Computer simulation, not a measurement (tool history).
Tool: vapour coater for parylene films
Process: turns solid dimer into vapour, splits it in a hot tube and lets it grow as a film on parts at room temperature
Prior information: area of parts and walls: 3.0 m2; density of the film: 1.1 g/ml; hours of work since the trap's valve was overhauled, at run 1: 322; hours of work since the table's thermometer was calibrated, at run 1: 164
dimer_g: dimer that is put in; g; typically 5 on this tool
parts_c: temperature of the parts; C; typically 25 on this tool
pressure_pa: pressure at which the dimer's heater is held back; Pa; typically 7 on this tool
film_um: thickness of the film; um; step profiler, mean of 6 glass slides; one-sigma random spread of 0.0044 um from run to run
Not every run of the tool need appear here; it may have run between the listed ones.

| run | hour | dimer_g | parts_c | pressure_pa | hours of work since the trap's valve was overhauled | hours of work since the table's thermometer was calibrated | film_um |
|---|---|---|---|---|---|---|---|
| 1 | 0 | 5 | 25 | 7 | 322 | 164 | 0.82 |
| 2 | 13.1 | 5 | 25 | 7 | 333 | 174 | 0.821 |
| 3 | 28.1 | 5 | 25 | 7 | 345 | 186 | 0.82 |
| 4 | 37.4 | 8 | 25 | 7 | 352 | 194 | 1.318 |
| 5 | 47.1 | 8 | 25 | 7 | 360 | 202 | 1.303 |
| 6 | 62.9 | 8 | 25 | 7 | 373 | 215 | 1.314 |
| 7 | 71.8 | 8 | 25 | 7 | 380 | 222 | 1.313 |
| 8 | 81.3 | 8 | 25 | 7 | 388 | 230 | 1.321 |
| 9 | 92 | 8 | 25 | 7 | 397 | 238 | 1.315 |
| 10 | 107.6 | 5 | 25 | 4.37 | 409 | 251 | 0.879 |
| 11 | 120.2 | 5 | 25 | 7 | 420 | 261 | 0.826 |
| 12 | 129.2 | 5 | 25 | 7 | 427 | 268 | 0.826 |
| 13 | 139.6 | 5 | 25 | 7 | 435 | 277 | 0.83 |
| 14 | 155.4 | 5 | 25 | 7 | 448 | 290 | 0.823 |
| 15 | 165.7 | 5 | 25 | 7 | 456 | 298 | 0.834 |
| 16 | 176.4 | 3 | 28 | 7 | 465 | 307 | 0.422 |
| 17 | 187.4 | 4 | 28 | 7 | 474 | 316 | 0.576 |
| 18 | 198.1 | 8 | 28 | 7.19 | 483 | 324 | 1.141 |
| 19 | 210.7 | 5 | 29 | 7 | 493 | 335 | 0.674 |
|  | 218 | trap's valve overhauled |
| 20 | 224 | 5 | 29 | 7 | 5 | 342 | 0.684 |
| 21 | 231 | 5 | 29 | 7 | 11 | 348 | 0.684 |
| 22 | 244.9 | 3 | 19 | 2.93 | 22 | 359 | 0.735 |
| 23 | 254.2 | 3 | 17 | 3.45 | 29 | 367 | 0.803 |
| 24 | 266 | 5 | 34 | 7 | 39 | 376 | 0.534 |
| 25 | 280.8 | 5 | 34 | 7 | 51 | 388 | 0.534 |
| 26 | 288.9 | 5 | 31 | 5.07 | 57 | 395 | 0.642 |
| 27 | 300.4 | 5 | 21 | 7 | 67 | 404 | 1.013 |
| 28 | 314.1 | 5 | 20 | 5.01 | 78 | 415 | 1.117 |
| 29 | 324.4 | 5 | 20 | 5.01 | 86 | 423 | 1.109 |

How would selected steps in film_um from run to run divide? Give the signed amount a tool lacking its hidden state would still show from settings, what came in and random variation, and the signed amount left for the hidden state, including any gauge scatter that is not in both of the compared results.
What the log doesn't record here: vapour lost through the trap's worn valve, %; true temperature of the parts over the reading, C; drift of the gauge itself on film_um, %.
Run 3 -> 4: dimer_g 5 -> 8. film_um +0.498 um: hidden state -0.001, all else +0.499.
Run 17 -> 18: dimer_g 4 -> 8, pressure_pa 7 -> 7.19. film_um +0.565 um: hidden state +0.004, all else +0.561.
Run 26 -> 27: parts_c 31 -> 21, pressure_pa 5.07 -> 7. film_um +0.371 um: hidden state +0.005, all else +0.366.
